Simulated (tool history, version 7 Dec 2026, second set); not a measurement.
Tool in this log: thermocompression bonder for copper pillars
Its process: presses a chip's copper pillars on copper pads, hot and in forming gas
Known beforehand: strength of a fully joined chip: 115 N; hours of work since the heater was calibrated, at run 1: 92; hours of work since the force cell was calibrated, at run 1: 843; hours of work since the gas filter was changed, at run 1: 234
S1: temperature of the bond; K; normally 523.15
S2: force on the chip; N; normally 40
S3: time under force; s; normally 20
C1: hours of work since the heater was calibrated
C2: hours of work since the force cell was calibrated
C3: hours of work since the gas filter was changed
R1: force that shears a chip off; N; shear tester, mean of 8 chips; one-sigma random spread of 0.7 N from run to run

run 1 hour=0.0 | S1=523.15 S2=40 S3=20 | C1=92 C2=843 C3=234 | R1=43.9
run 2 hour=21.0 | S1=523.15 S2=40 S3=20 | C1=101 C2=853 C3=244 | R1=43.1
run 3 hour=30.0 | S1=523.15 S2=28 S3=20 | C1=105 C2=857 C3=248 | R1=28.7
run 4 hour=46.0 | S1=523.15 S2=28 S3=20 | C1=112 C2=864 C3=255 | R1=27.3
run 5 hour=62.5 | S1=523.15 S2=28 S3=46 | C1=120 C2=871 C3=262 | R1=41.0
run 6 hour=79.5 | S1=523.15 S2=40 S3=10 | C1=127 C2=879 C3=270 | R1=32.3
run 7 hour=91.9 | S1=523.15 S2=60 S3=20 | C1=133 C2=884 C3=275 | R1=61.6
run 8 hour=108.4 | S1=523.15 S2=39 S3=20 | C1=140 C2=891 C3=283 | R1=40.8
run 9 hour=123.0 | S1=523.15 S2=46 S3=20 | C1=146 C2=898 C3=289 | R1=47.8
run 10 hour=143.0 | S1=523.15 S2=46 S3=42 | C1=155 C2=907 C3=298 | R1=61.1
run 11 hour=162.2 | S1=547.15 S2=46 S3=42 | C1=164 C2=915 C3=307 | R1=74.4
run 12 hour=182.8 | S1=547.15 S2=46 S3=42 | C1=173 C2=925 C3=316 | R1=74.4
run 13 hour=194.7 | S1=523.15 S2=40 S3=20 | C1=178 C2=930 C3=321 | R1=41.0
run 14 hour=212.7 | S1=523.15 S2=40 S3=20 | C1=186 C2=938 C3=329 | R1=42.8
run 15 hour=232.0 | S1=523.15 S2=40 S3=20 | C1=195 C2=946 C3=337 | R1=39.7
run 16 hour=251.1 | S1=523.15 S2=40 S3=20 | C1=203 C2=955 C3=346 | R1=40.9
run 17 hour=269.5 | S1=523.15 S2=40 S3=20 | C1=211 C2=963 C3=354 | R1=41.2
run 18 hour=278.5 | S1=523.15 S2=40 S3=20 | C1=215 C2=967 C3=358 | R1=40.5
-- hour=284.1 force cell calibrated
run 19 hour=302.2 | S1=523.15 S2=40 S3=20 | C1=225 C2=8 C3=368 | R1=40.1
run 20 hour=314.1 | S1=523.15 S2=35 S3=20 | C1=231 C2=13 C3=373 | R1=35.0
run 21 hour=334.9 | S1=538.15 S2=33 S3=27 | C1=240 C2=23 C3=383 | R1=42.3
run 22 hour=345.3 | S1=493.15 S2=59 S3=41 | C1=244 C2=27 C3=387 | R1=55.4
-- hour=356.0 forming gas filter changed
run 23 hour=363.9 | S1=514.15 S2=24 S3=43 | C1=252 C2=35 C3=3 | R1=30.5
run 24 hour=377.5 | S1=495.15 S2=47 S3=15 | C1=259 C2=41 C3=10 | R1=34.2
run 25 hour=387.9 | S1=495.15 S2=47 S3=15 | C1=263 C2=46 C3=14 | R1=33.2
run 26 hour=404.2 | S1=523.15 S2=40 S3=42 | C1=270 C2=53 C3=21 | R1=56.5
-- hour=413.3 force cell calibrated, once more
run 27 hour=418.4 | S1=504.15 S2=25 S3=39 | C1=276 C2=2 C3=27 | R1=30.4
run 28 hour=428.8 | S1=544.15 S2=58 S3=18 | C1=281 C2=7 C3=32 | R1=73.8
run 29 hour=439.4 | S1=552.15 S2=26 S3=13 | C1=285 C2=12 C3=36 | R1=32.9
run 30 hour=449.5 | S1=552.15 S2=38 S3=31 | C1=290 C2=16 C3=41 | R1=65.7
run 31 hour=468.5 | S1=499.15 S2=38 S3=17 | C1=298 C2=24 C3=49 | R1=31.0
run 32 hour=480.5 | S1=499.15 S2=38 S3=17 | C1=304 C2=30 C3=55 | R1=31.7
run 33 hour=496.4 | S1=523.15 S2=26 S3=20 | C1=311 C2=37 C3=62 | R1=29.8
run 34 hour=515.4 | S1=549.15 S2=45 S3=16 | C1=319 C2=45 C3=70 | R1=58.9
run 35 hour=534.9 | S1=500.15 S2=24 S3=12 | C1=328 C2=54 C3=79 | R1=15.7
run 36 hour=552.6 | S1=500.15 S2=24 S3=12 | C1=336 C2=62 C3=87 | R1=15.8
run 37 hour=563.3 | S1=508.15 S2=40 S3=24 | C1=340 C2=67 C3=91 | R1=42.7
run 38 hour=580.6 | S1=500.15 S2=52 S3=16 | C1=348 C2=74 C3=99 | R1=42.7
run 39 hour=597.9 | S1=532.15 S2=52 S3=39 | C1=356 C2=82 C3=107 | R1=76.1
run 40 hour=617.4 | S1=532.15 S2=52 S3=44 | C1=364 C2=91 C3=115 | R1=79.3

The logged runs with the hidden state left out (each run's random variation unchanged):
Hidden conditions of the tool in this case: true temperature of the bond over the reading, C; force that reaches the chip, % of what is set; oxide that the forming gas leaves, % of the face; drift of the gauge itself on shear_n, %.
run=1 R1=49.4
run=2 R1=48.7
run=3 R1=32.7
run=4 R1=31.4
run=5 R1=46.6
run=6 R1=37.2
run=7 R1=69.8
run=8 R1=46.9
run=9 R1=54.9
run=10 R1=69.8
run=11 R1=84.4
run=12 R1=84.7
run=13 R1=48.0
run=14 R1=50.0
run=15 R1=47.0
run=16 R1=48.3
run=17 R1=48.7
run=18 R1=48.0
run=19 R1=48.9
run=20 R1=42.9
run=21 R1=51.7
run=22 R1=67.2
run=23 R1=34.1
run=24 R1=38.4
run=25 R1=37.3
run=26 R1=62.3
run=27 R1=31.4
run=28 R1=75.5
run=29 R1=34.0
run=30 R1=67.6
run=31 R1=32.4
run=32 R1=33.1
run=33 R1=31.1
run=34 R1=61.4
run=35 R1=16.6
run=36 R1=16.8
run=37 R1=45.1
run=38 R1=45.3
run=39 R1=80.0
run=40 R1=83.6

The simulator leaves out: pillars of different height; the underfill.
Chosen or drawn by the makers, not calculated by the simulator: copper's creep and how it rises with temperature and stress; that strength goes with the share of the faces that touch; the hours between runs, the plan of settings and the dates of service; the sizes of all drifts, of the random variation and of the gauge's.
